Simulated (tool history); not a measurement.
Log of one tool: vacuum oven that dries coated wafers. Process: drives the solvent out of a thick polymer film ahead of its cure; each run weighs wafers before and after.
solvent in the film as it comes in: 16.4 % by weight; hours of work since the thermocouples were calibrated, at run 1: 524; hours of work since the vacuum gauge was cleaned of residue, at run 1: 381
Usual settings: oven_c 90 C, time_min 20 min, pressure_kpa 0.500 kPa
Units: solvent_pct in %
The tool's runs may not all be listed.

run,day,oven_c,time_min,pressure_kpa,hours of work since the thermocouples were calibrated,hours of work since the vacuum gauge was cleaned of residue,solvent_pct
1,0.000,90,20,0.500,524,381,2.57
2,0.325,90,20,0.500,529,386,2.58
3,0.933,90,20,0.500,537,394,2.55
4,1.546,90,20,0.500,546,403,2.53
5,1.971,90,20,0.500,551,409,2.55
6,2.621,80,20,0.500,561,418,5.80
7,3.071,80,20,0.500,567,424,5.85
8,3.600,80,20,0.500,574,431,5.87
9,4.358,90,20,0.500,585,442,2.58
10,5.062,90,20,0.500,595,452,2.52
11,5.629,90,20,0.500,602,460,2.54
12,6.367,90,20,0.500,613,470,2.54
13,6.738,90,20,0.500,618,475,2.51
14,7.275,90,20,0.500,625,482,2.53
15,8.033,90,20,1.809,636,493,3.22
16,8.662,90,20,1.809,645,502,3.27
17,9.375,81,20,1.809,655,512,6.25
18,10.079,90,20,0.468,664,522,2.56
19,10.738,95,20,0.468,674,531,1.34
20,11.079,90,20,0.500,678,535,2.52
21,11.808,96,20,0.952,688,546,1.44
22,12.379,102,17,0.809,696,554,0.78
23,12.779,102,17,0.809,702,559,0.82
24,13.388,102,29,1.118,711,568,0.57
25,14.038,94,29,0.381,720,577,0.71
26,14.446,89,11,0.559,725,582,5.55
27,14.846,89,11,0.559,731,588,5.57
28,15.421,104,17,0.330,739,596,0.45
29,15.817,98,32,1.916,744,601,1.07
30,16.233,99,36,0.252,750,607,0.24
31,16.558,93,20,0.959,755,612,1.98
32,17.025,103,20,1.058,761,618,0.63
33,17.342,82,18,0.768,766,623,5.71
34,17.788,82,17,1.012,772,629,6.07
35,18.229,100,20,0.500,778,635,0.68
36,18.871,100,20,0.500,787,644,0.65
37,19.546,90,14,1.157,796,653,4.24
38,20.154,90,14,1.157,805,662,4.32
39,20.854,90,14,1.157,815,672,4.24
40,21.538,76,13,0.500,824,681,8.82

Some steps in solvent_pct between neighbouring runs. How much of each would the tool show without its hidden state too (settings, what came in, random variation), and how much is left for the hidden state, with any gauge scatter that isn't in both results?
The hidden state here: true wafer temperature over the reading, C; true pressure over the reading, kPa; drift of the gauge itself on solvent_pct, %.
Run 27 -> 28: oven_c 89 -> 104, time_min 11 -> 17, pressure_kpa 0.559 -> 0.330. solvent_pct -5.12 %: hidden state +0.28, all else -5.40.
Run 32 -> 33: oven_c 103 -> 82, time_min 20 -> 18, pressure_kpa 1.058 -> 0.768. solvent_pct +5.08 %: hidden state -0.30, all else +5.38.
Run 34 -> 35: oven_c 82 -> 100, time_min 17 -> 20, pressure_kpa 1.012 -> 0.500. solvent_pct -5.39 %: hidden state +0.26, all else -5.65.

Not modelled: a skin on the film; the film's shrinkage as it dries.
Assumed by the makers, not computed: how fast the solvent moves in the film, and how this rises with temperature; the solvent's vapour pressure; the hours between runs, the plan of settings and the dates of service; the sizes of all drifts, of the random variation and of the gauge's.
